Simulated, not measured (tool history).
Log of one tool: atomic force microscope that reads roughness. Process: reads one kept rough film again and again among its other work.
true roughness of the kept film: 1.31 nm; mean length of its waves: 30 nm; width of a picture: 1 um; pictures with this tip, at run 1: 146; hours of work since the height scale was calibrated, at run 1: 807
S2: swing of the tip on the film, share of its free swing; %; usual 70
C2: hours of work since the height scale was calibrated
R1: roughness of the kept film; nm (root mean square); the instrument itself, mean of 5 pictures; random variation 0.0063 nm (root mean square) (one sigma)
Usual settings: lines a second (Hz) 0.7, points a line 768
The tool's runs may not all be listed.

run 1 day=0 | lines_a_second_(Hz)=0.7 S2=70 points_a_line=768 | pictures_with_this_tip=146 C2=807 | R1=1.146
run 2 day=1.258 | lines_a_second_(Hz)=0.7 S2=70 points_a_line=899 | pictures_with_this_tip=189 C2=825 | R1=1.14
run 3 day=2.025 | lines_a_second_(Hz)=0.7 S2=70 points_a_line=269 | pictures_with_this_tip=216 C2=836 | R1=1.115
-- day=2.521 new tip fitted
run 4 day=3.15 | lines_a_second_(Hz)=0.7 S2=70 points_a_line=558 | pictures_with_this_tip=22 C2=853 | R1=1.208
run 5 day=4.171 | lines_a_second_(Hz)=0.7 S2=59 points_a_line=558 | pictures_with_this_tip=58 C2=868 | R1=1.231
run 6 day=4.8 | lines_a_second_(Hz)=0.7 S2=59 points_a_line=558 | pictures_with_this_tip=79 C2=877 | R1=1.212
run 7 day=5.988 | lines_a_second_(Hz)=0.7 S2=64 points_a_line=768 | pictures_with_this_tip=120 C2=894 | R1=1.192
run 8 day=6.596 | lines_a_second_(Hz)=0.7 S2=64 points_a_line=768 | pictures_with_this_tip=142 C2=903 | R1=1.185
run 9 day=7.321 | lines_a_second_(Hz)=0.7 S2=64 points_a_line=768 | pictures_with_this_tip=167 C2=914 | R1=1.163
run 10 day=8.729 | lines_a_second_(Hz)=0.7 S2=64 points_a_line=768 | pictures_with_this_tip=215 C2=935 | R1=1.144
-- day=9.158 new tip fitted
run 11 day=9.512 | lines_a_second_(Hz)=0.7 S2=64 points_a_line=768 | pictures_with_this_tip=12 C2=946 | R1=1.244
run 12 day=10.158 | lines_a_second_(Hz)=0.7 S2=70 points_a_line=768 | pictures_with_this_tip=34 C2=955 | R1=1.208
run 13 day=11.008 | lines_a_second_(Hz)=0.7 S2=70 points_a_line=768 | pictures_with_this_tip=64 C2=968 | R1=1.205
run 14 day=11.796 | lines_a_second_(Hz)=0.7 S2=70 points_a_line=768 | pictures_with_this_tip=91 C2=979 | R1=1.197
run 15 day=12.833 | lines_a_second_(Hz)=0.7 S2=70 points_a_line=768 | pictures_with_this_tip=127 C2=995 | R1=1.177
run 16 day=13.862 | lines_a_second_(Hz)=0.7 S2=70 points_a_line=304 | pictures_with_this_tip=163 C2=1010 | R1=1.149
-- day=14.012 height scale calibrated on a step standard
run 17 day=14.821 | lines_a_second_(Hz)=0.7 S2=70 points_a_line=304 | pictures_with_this_tip=194 C2=12 | R1=1.128
run 18 day=15.754 | lines_a_second_(Hz)=0.7 S2=70 points_a_line=768 | pictures_with_this_tip=227 C2=26 | R1=1.129
-- day=15.946 new tip fitted
run 19 day=16.5 | lines_a_second_(Hz)=0.7 S2=70 points_a_line=768 | pictures_with_this_tip=19 C2=36 | R1=1.218
run 20 day=17.633 | lines_a_second_(Hz)=0.7 S2=70 points_a_line=768 | pictures_with_this_tip=58 C2=53 | R1=1.207
-- day=17.871 height scale calibrated on a step standard, once more
run 21 day=18.488 | lines_a_second_(Hz)=0.7 S2=70 points_a_line=768 | pictures_with_this_tip=86 C2=9 | R1=1.17
run 22 day=19.612 | lines_a_second_(Hz)=0.739 S2=70 points_a_line=483 | pictures_with_this_tip=125 C2=26 | R1=1.149
run 23 day=20.225 | lines_a_second_(Hz)=0.739 S2=70 points_a_line=483 | pictures_with_this_tip=146 C2=35 | R1=1.144
run 24 day=21.608 | lines_a_second_(Hz)=0.597 S2=70 points_a_line=483 | pictures_with_this_tip=194 C2=55 | R1=1.124
-- day=22.646 new tip fitted
run 25 day=22.917 | lines_a_second_(Hz)=0.597 S2=70 points_a_line=483 | pictures_with_this_tip=9 C2=74 | R1=1.208
run 26 day=23.917 | lines_a_second_(Hz)=0.597 S2=56 points_a_line=450 | pictures_with_this_tip=44 C2=89 | R1=1.217
run 27 day=24.833 | lines_a_second_(Hz)=2.25 S2=56 points_a_line=450 | pictures_with_this_tip=75 C2=102 | R1=1.155
run 28 day=25.479 | lines_a_second_(Hz)=2.25 S2=56 points_a_line=450 | pictures_with_this_tip=98 C2=112 | R1=1.15
run 29 day=26.096 | lines_a_second_(Hz)=2.25 S2=56 points_a_line=450 | pictures_with_this_tip=119 C2=121 | R1=1.134
run 30 day=27.104 | lines_a_second_(Hz)=2.734 S2=77 points_a_line=768 | pictures_with_this_tip=154 C2=136 | R1=0.956
run 31 day=28.15 | lines_a_second_(Hz)=2.734 S2=77 points_a_line=768 | pictures_with_this_tip=190 C2=151 | R1=0.939
-- day=29.317 new tip fitted
run 32 day=29.583 | lines_a_second_(Hz)=2.734 S2=77 points_a_line=768 | pictures_with_this_tip=9 C2=172 | R1=1.008
run 33 day=30.558 | lines_a_second_(Hz)=1.235 S2=77 points_a_line=768 | pictures_with_this_tip=43 C2=186 | R1=1.12
run 34 day=31.762 | lines_a_second_(Hz)=1.235 S2=77 points_a_line=768 | pictures_with_this_tip=85 C2=204 | R1=1.097
run 35 day=32.833 | lines_a_second_(Hz)=1.536 S2=59 points_a_line=508 | pictures_with_this_tip=122 C2=220 | R1=1.149
run 36 day=33.871 | lines_a_second_(Hz)=0.77 S2=61 points_a_line=782 | pictures_with_this_tip=158 C2=235 | R1=1.159
run 37 day=34.9 | lines_a_second_(Hz)=3.707 S2=70 points_a_line=311 | pictures_with_this_tip=194 C2=250 | R1=0.942
run 38 day=35.875 | lines_a_second_(Hz)=3.05 S2=70 points_a_line=317 | pictures_with_this_tip=227 C2=264 | R1=0.971
-- day=35.962 new tip fitted
run 39 day=37.208 | lines_a_second_(Hz)=3.05 S2=70 points_a_line=317 | pictures_with_this_tip=43 C2=284 | R1=1.025
run 40 day=38.333 | lines_a_second_(Hz)=0.656 S2=57 points_a_line=714 | pictures_with_this_tip=82 C2=300 | R1=1.203
run 41 day=39.033 | lines_a_second_(Hz)=0.656 S2=57 points_a_line=714 | pictures_with_this_tip=106 C2=310 | R1=1.195

Forecast each of these 4 alternatives for the next run:
run A day=39.762 | lines_a_second_(Hz)=1.6 S2=57 points_a_line=714 | pictures_with_this_tip=131 C2=321 | R1=?
run B day=39.762 | lines_a_second_(Hz)=0.916 S2=89 points_a_line=1021 | pictures_with_this_tip=131 C2=321 | R1=?
run C day=39.762 | lines_a_second_(Hz)=0.7 S2=65 points_a_line=768 | pictures_with_this_tip=131 C2=321 | R1=?
run D day=39.762 | lines_a_second_(Hz)=0.628 S2=74 points_a_line=835 | pictures_with_this_tip=131 C2=321 | R1=?

run=A R1=1.15
run=B R1=1.047
run=C R1=1.168
run=D R1=1.139
Without the tool's hidden state the same runs would have given:
run=A R1=1.209
run=B R1=1.099
run=C R1=1.228
run=D R1=1.197

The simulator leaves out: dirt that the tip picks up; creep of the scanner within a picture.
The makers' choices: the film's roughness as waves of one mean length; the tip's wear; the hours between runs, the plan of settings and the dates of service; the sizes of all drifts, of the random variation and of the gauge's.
